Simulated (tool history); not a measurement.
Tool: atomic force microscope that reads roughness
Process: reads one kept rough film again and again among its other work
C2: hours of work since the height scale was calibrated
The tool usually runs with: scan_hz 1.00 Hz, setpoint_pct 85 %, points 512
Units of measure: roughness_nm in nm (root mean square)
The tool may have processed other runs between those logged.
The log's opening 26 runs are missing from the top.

{"run": 27, "hour": 1174.2, "scan_hz": 1.0, "setpoint_pct": 85, "points": 756, "pictures with this tip": 362, "C2": 785, "roughness_nm": 2.684}
{"hour": 1198.7, "done": "new tip fitted"}
{"run": 28, "hour": 1224.3, "scan_hz": 1.0, "setpoint_pct": 85, "points": 432, "pictures with this tip": 32, "C2": 816, "roughness_nm": 3.013}
{"hour": 1230.3, "done": "height scale calibrated on a step standard"}
{"run": 29, "hour": 1268.4, "scan_hz": 1.0, "setpoint_pct": 85, "points": 432, "pictures with this tip": 85, "C2": 24, "roughness_nm": 2.942}
{"run": 30, "hour": 1322.3, "scan_hz": 1.0, "setpoint_pct": 85, "points": 432, "pictures with this tip": 151, "C2": 57, "roughness_nm": 2.879}
{"hour": 1375.8, "done": "height scale calibrated on a step standard, once more"}
{"run": 31, "hour": 1384.4, "scan_hz": 3.89, "setpoint_pct": 85, "points": 697, "pictures with this tip": 226, "C2": 5, "roughness_nm": 2.33}
{"run": 32, "hour": 1433.5, "scan_hz": 3.89, "setpoint_pct": 85, "points": 697, "pictures with this tip": 286, "C2": 36, "roughness_nm": 2.296}
{"run": 33, "hour": 1481.7, "scan_hz": 2.38, "setpoint_pct": 78, "points": 331, "pictures with this tip": 346, "C2": 66, "roughness_nm": 2.59}
{"hour": 1521.6, "done": "new tip fitted"}
{"run": 34, "hour": 1542.6, "scan_hz": 2.38, "setpoint_pct": 60, "points": 331, "pictures with this tip": 26, "C2": 104, "roughness_nm": 3.088}
{"run": 35, "hour": 1593.9, "scan_hz": 0.82, "setpoint_pct": 57, "points": 540, "pictures with this tip": 89, "C2": 136, "roughness_nm": 3.17}
{"run": 36, "hour": 1618.6, "scan_hz": 3.04, "setpoint_pct": 85, "points": 725, "pictures with this tip": 119, "C2": 151, "roughness_nm": 2.559}
{"run": 37, "hour": 1647.4, "scan_hz": 1.23, "setpoint_pct": 75, "points": 512, "pictures with this tip": 155, "C2": 169, "roughness_nm": 2.966}
{"run": 38, "hour": 1699.2, "scan_hz": 1.23, "setpoint_pct": 75, "points": 512, "pictures with this tip": 218, "C2": 201, "roughness_nm": 2.897}
{"run": 39, "hour": 1750.5, "scan_hz": 1.02, "setpoint_pct": 75, "points": 332, "pictures with this tip": 282, "C2": 233, "roughness_nm": 2.838}
{"run": 40, "hour": 1776.7, "scan_hz": 1.02, "setpoint_pct": 75, "points": 332, "pictures with this tip": 314, "C2": 250, "roughness_nm": 2.805}
{"run": 41, "hour": 1804.7, "scan_hz": 1.02, "setpoint_pct": 75, "points": 332, "pictures with this tip": 348, "C2": 267, "roughness_nm": 2.791}
{"hour": 1840.9, "done": "new tip fitted"}
{"run": 42, "hour": 1840.9, "scan_hz": 1.02, "setpoint_pct": 75, "points": 277, "pictures with this tip": 0, "C2": 289, "roughness_nm": 3.115}
{"run": 43, "hour": 1895.3, "scan_hz": 1.0, "setpoint_pct": 85, "points": 385, "pictures with this tip": 67, "C2": 323, "roughness_nm": 2.958}
{"run": 44, "hour": 1931.7, "scan_hz": 1.0, "setpoint_pct": 65, "points": 361, "pictures with this tip": 112, "C2": 346, "roughness_nm": 3.097}

Run 45 has not been measured yet. What should we expect?
{"run": 45, "hour": 1961.0, "scan_hz": 1.0, "setpoint_pct": 65, "points": 361, "pictures with this tip": 148, "C2": 364, "roughness_nm": "?"}

{"run 45": {"roughness_nm": 3.042}}
Take away the tool's hidden state, keep the run-to-run variation as it was, and the same run would have given roughness_nm 3.232 nm (root mean square).

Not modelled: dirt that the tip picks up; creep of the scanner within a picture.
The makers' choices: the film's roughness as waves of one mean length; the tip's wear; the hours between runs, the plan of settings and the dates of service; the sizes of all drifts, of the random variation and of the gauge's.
